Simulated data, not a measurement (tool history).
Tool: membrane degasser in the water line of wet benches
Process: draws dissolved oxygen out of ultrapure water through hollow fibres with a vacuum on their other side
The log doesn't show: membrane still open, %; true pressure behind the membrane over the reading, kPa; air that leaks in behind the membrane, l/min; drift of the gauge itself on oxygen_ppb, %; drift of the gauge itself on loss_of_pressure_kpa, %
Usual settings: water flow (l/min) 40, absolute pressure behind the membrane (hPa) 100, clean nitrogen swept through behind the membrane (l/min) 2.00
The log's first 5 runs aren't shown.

run	day	water flow (l/min)	absolute pressure behind the membrane (hPa)	clean nitrogen swept through behind the membrane (l/min)	hours since the membrane was changed	hours since the vacuum gauge was calibrated	hours since the vacuum lines were made tight	dissolved oxygen in the water behind the degasser (ppb)	pressure that the water loses in the fibres (hPa)
6	8.083	40	100	2.00	2400	5943	6682	366.5	260.2
7	10.004	40	100	1.58	2446	5989	6728	430.3	258.8
8	11.279	40	100	1.58	2476	6020	6759	431.8	261.0
9	12.629	50	100	2.00	2509	6052	6791	502.6	324.3
# day 12.983: seals of the vacuum lines changed
10	14.429	50	100	2.00	2550	6093	35	502.0	325.9
11	15.700	40	100	5.70	2581	6124	65	182.6	260.1
12	17.904	40	100	5.70	2634	6177	118	181.1	259.1
13	18.996	40	100	5.70	2660	6203	144	179.9	259.3
14	20.258	40	100	5.70	2690	6233	175	180.5	260.7
15	21.962	56	100	2.00	2731	6274	215	598.2	364.3
16	24.254	56	100	2.00	2786	6329	271	598.6	362.6
17	25.650	62	125	2.00	2819	6363	304	842.2	404.8
18	27.775	62	125	2.00	2870	6414	355	831.6	403.7
19	29.442	62	74	5.51	2910	6454	395	395.7	404.9
20	31.225	40	161	0.91	2953	6496	438	1071.3	261.1
21	32.308	40	161	0.91	2979	6522	464	1070.0	260.8
# day 32.517: vacuum gauge calibrated
22	33.438	54	193	1.81	3006	22	490	1088.6	350.6
23	34.446	40	136	1.01	3030	46	515	839.0	257.3

Run 24 comes next. What will it give?
24	35.446	40	138	3.60	3054	70	539	?	?

dissolved oxygen in the water behind the degasser (ppb): 335.6
pressure that the water loses in the fibres (hPa): 261.4
Without the tool's hidden state the same run would have given dissolved oxygen in the water behind the degasser (ppb) 322.5, pressure that the water loses in the fibres (hPa) 256.8.
